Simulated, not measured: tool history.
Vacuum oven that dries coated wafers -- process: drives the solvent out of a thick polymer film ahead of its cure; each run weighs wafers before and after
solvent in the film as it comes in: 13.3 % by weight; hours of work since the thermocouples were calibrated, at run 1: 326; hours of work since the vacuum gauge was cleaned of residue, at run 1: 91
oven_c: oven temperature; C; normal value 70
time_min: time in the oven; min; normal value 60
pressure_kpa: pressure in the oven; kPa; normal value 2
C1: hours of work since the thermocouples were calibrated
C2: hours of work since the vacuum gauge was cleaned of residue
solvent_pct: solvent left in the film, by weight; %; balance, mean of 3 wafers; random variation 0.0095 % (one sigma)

run 1 hour=0 | oven_c=70 time_min=60 pressure_kpa=2 | C1=326 C2=91 | solvent_pct=1.964
run 2 hour=10.6 | oven_c=70 time_min=60 pressure_kpa=2 | C1=331 C2=96 | solvent_pct=1.965
run 3 hour=16.9 | oven_c=70 time_min=60 pressure_kpa=1.48 | C1=334 C2=99 | solvent_pct=1.668
run 4 hour=28.1 | oven_c=70 time_min=60 pressure_kpa=1.48 | C1=339 C2=104 | solvent_pct=1.655
run 5 hour=33.4 | oven_c=70 time_min=60 pressure_kpa=1.48 | C1=342 C2=107 | solvent_pct=1.663
run 6 hour=43.3 | oven_c=67 time_min=60 pressure_kpa=2 | C1=346 C2=111 | solvent_pct=2.438
run 7 hour=51.6 | oven_c=70 time_min=60 pressure_kpa=4.74 | C1=350 C2=115 | solvent_pct=3.615
run 8 hour=61.9 | oven_c=70 time_min=60 pressure_kpa=2 | C1=355 C2=120 | solvent_pct=1.95
run 9 hour=69.8 | oven_c=62 time_min=60 pressure_kpa=2 | C1=359 C2=124 | solvent_pct=3.415
run 10 hour=76.7 | oven_c=62 time_min=60 pressure_kpa=2 | C1=362 C2=127 | solvent_pct=3.394
run 11 hour=82.5 | oven_c=70 time_min=60 pressure_kpa=2 | C1=365 C2=130 | solvent_pct=1.977
run 12 hour=93.7 | oven_c=70 time_min=52 pressure_kpa=2 | C1=370 C2=135 | solvent_pct=2.254
run 13 hour=106.3 | oven_c=85 time_min=60 pressure_kpa=2 | C1=376 C2=141 | solvent_pct=0.759
run 14 hour=118.8 | oven_c=70 time_min=60 pressure_kpa=2 | C1=382 C2=146 | solvent_pct=1.988
run 15 hour=129.3 | oven_c=55 time_min=60 pressure_kpa=2 | C1=387 C2=151 | solvent_pct=5.105
run 16 hour=136.7 | oven_c=55 time_min=60 pressure_kpa=2 | C1=390 C2=155 | solvent_pct=5.073
run 17 hour=148.6 | oven_c=55 time_min=60 pressure_kpa=2 | C1=396 C2=160 | solvent_pct=5.115
run 18 hour=160.5 | oven_c=70 time_min=60 pressure_kpa=2 | C1=401 C2=166 | solvent_pct=1.973
run 19 hour=167.2 | oven_c=70 time_min=68 pressure_kpa=3.53 | C1=404 C2=169 | solvent_pct=2.708
run 20 hour=172.4 | oven_c=75 time_min=58 pressure_kpa=2.76 | C1=407 C2=171 | solvent_pct=1.799
run 21 hour=180.2 | oven_c=75 time_min=103 pressure_kpa=3.86 | C1=410 C2=175 | solvent_pct=2.049
run 22 hour=191.7 | oven_c=57 time_min=60 pressure_kpa=1.41 | C1=416 C2=180 | solvent_pct=4.06
run 23 hour=199.7 | oven_c=57 time_min=60 pressure_kpa=1.41 | C1=419 C2=184 | solvent_pct=4.035
run 24 hour=211 | oven_c=77 time_min=60 pressure_kpa=2 | C1=425 C2=190 | solvent_pct=1.208
run 25 hour=220.5 | oven_c=81 time_min=100 pressure_kpa=2 | C1=429 C2=194 | solvent_pct=0.833
run 26 hour=230.5 | oven_c=81 time_min=100 pressure_kpa=2 | C1=434 C2=199 | solvent_pct=0.857
run 27 hour=237.3 | oven_c=81 time_min=100 pressure_kpa=2 | C1=437 C2=202 | solvent_pct=0.854
run 28 hour=248.6 | oven_c=70 time_min=66 pressure_kpa=5.53 | C1=442 C2=207 | solvent_pct=3.967
run 29 hour=256.2 | oven_c=57 time_min=39 pressure_kpa=4.03 | C1=446 C2=211 | solvent_pct=7.492
run 30 hour=268.5 | oven_c=73 time_min=36 pressure_kpa=7.47 | C1=451 C2=216 | solvent_pct=5.358
run 31 hour=275.9 | oven_c=73 time_min=36 pressure_kpa=7.47 | C1=455 C2=220 | solvent_pct=5.338
run 32 hour=287.9 | oven_c=74 time_min=34 pressure_kpa=4.82 | C1=461 C2=225 | solvent_pct=4.009
run 33 hour=298.4 | oven_c=56 time_min=103 pressure_kpa=5.22 | C1=465 C2=230 | solvent_pct=6.803
run 34 hour=308.5 | oven_c=56 time_min=103 pressure_kpa=5.22 | C1=470 C2=235 | solvent_pct=6.835
run 35 hour=320 | oven_c=56 time_min=103 pressure_kpa=5.22 | C1=476 C2=240 | solvent_pct=6.822

4 options for the next run, each taken on its own from the tool as it stands now. Forecast them:
run A hour=328.8 | oven_c=56 time_min=35 pressure_kpa=1.31 | C1=480 C2=244 | solvent_pct=?
run B hour=328.8 | oven_c=56 time_min=103 pressure_kpa=1.78 | C1=480 C2=244 | solvent_pct=?
run C hour=328.8 | oven_c=66 time_min=49 pressure_kpa=2.41 | C1=480 C2=244 | solvent_pct=?
run D hour=328.8 | oven_c=57 time_min=60 pressure_kpa=2 | C1=480 C2=244 | solvent_pct=?

run=A solvent_pct=6.012
run=B solvent_pct=3.124
run=C solvent_pct=3.407
run=D solvent_pct=4.574
Take away the tool's hidden state, keep each run's random variation, and the runs would have read:
run=A solvent_pct=6.204
run=B solvent_pct=3.278
run=C solvent_pct=3.59
run=D solvent_pct=4.782

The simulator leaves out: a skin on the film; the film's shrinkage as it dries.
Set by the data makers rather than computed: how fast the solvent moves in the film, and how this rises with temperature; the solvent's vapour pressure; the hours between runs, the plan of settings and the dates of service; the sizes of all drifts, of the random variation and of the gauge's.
